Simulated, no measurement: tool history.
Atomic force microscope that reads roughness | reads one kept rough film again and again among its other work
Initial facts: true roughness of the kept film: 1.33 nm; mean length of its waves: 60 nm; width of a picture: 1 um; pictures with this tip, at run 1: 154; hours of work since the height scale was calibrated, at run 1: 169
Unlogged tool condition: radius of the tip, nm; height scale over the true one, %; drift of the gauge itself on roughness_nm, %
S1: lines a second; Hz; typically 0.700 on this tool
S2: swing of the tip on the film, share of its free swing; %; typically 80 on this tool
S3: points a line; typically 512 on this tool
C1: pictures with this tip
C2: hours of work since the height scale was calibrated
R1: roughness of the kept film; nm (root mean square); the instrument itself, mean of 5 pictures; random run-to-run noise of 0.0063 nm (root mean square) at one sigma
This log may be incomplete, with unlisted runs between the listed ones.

run	hour	S1	S2	S3	C1	C2	R1
1	0.0	0.700	80	512	154	169	1.205
2	5.6	1.350	80	512	158	171	1.134
3	11.6	0.700	80	512	162	174	1.215
4	19.7	0.700	80	512	168	177	1.202
5	29.2	0.700	80	512	174	181	1.221
6	39.4	0.700	80	890	181	186	1.213
7	49.1	0.700	80	890	188	190	1.200
8	53.9	0.700	80	890	191	192	1.204
9	61.2	0.700	80	512	196	195	1.217
10	70.2	0.700	80	512	202	199	1.208
11	78.4	0.700	80	512	207	202	1.194
12	88.4	0.700	80	512	214	207	1.201
13	93.5	0.700	80	512	218	209	1.201
14	100.4	0.700	80	512	222	212	1.204
15	110.5	0.700	80	512	229	216	1.199
# hour 112.3: height scale calibrated on a step standard
16	115.8	0.700	80	512	232	2	1.202
17	124.4	0.700	80	512	238	5	1.200
18	130.5	0.700	80	512	242	8	1.188
19	140.6	1.375	80	512	249	12	1.121
20	147.7	1.375	80	512	254	15	1.124
21	155.1	1.375	80	512	259	18	1.110
22	161.9	1.375	80	512	263	21	1.120
# hour 167.9: height scale calibrated on a step standard, once more
23	167.9	1.375	80	512	267	0	1.123
24	172.1	1.375	80	512	270	2	1.126
25	179.1	1.162	80	512	274	5	1.158
26	185.8	1.162	80	512	279	8	1.160
27	196.0	1.162	80	512	286	12	1.165
28	201.9	1.162	80	512	290	15	1.138
29	210.8	1.313	80	512	296	18	1.131
30	220.4	0.793	83	512	302	23	1.168
31	228.9	0.793	83	512	308	26	1.165
32	233.8	0.793	83	512	312	28	1.162
33	243.4	1.415	70	512	318	32	1.182
34	253.5	2.064	64	539	325	37	1.181
35	261.4	0.700	80	630	330	40	1.189
36	269.5	0.687	64	865	336	44	1.242
37	279.1	2.374	65	512	342	48	1.164
38	288.0	1.156	61	961	348	52	1.229
39	293.3	0.943	80	389	352	54	1.172
40	298.2	0.529	62	512	355	56	1.266
41	303.0	1.531	61	985	359	58	1.211
42	310.2	0.528	77	512	363	61	1.221
43	317.0	2.156	75	350	368	64	1.090
44	322.5	2.156	75	350	372	66	1.075
45	327.3	0.700	80	649	375	68	1.177
# hour 328.4: new tip fitted
46	333.2	0.700	80	649	3	71	1.233
47	337.7	0.700	80	649	6	73	1.231
48	343.8	0.700	66	512	10	75	1.274
49	349.0	0.815	75	512	13	78	1.233
50	355.3	3.996	74	634	18	80	1.006
51	365.0	0.822	90	512	24	84	1.157
52	372.7	1.861	67	610	30	88	1.204
53	378.2	1.861	67	610	33	90	1.196

4 ways to go on from here, each from the tool as it stands after run 53. What would each give?
A	387.4	2.343	62	514	40	94	?
B	387.4	0.501	65	414	40	94	?
C	387.4	1.861	74	541	40	94	?
D	387.4	0.568	56	262	40	94	?

run	R1
A	1.208
B	1.275
C	1.153
D	1.288
Take away the tool's hidden state, keep each run's random variation, and the runs would have read:
run	R1
A	1.213
B	1.280
C	1.158
D	1.293
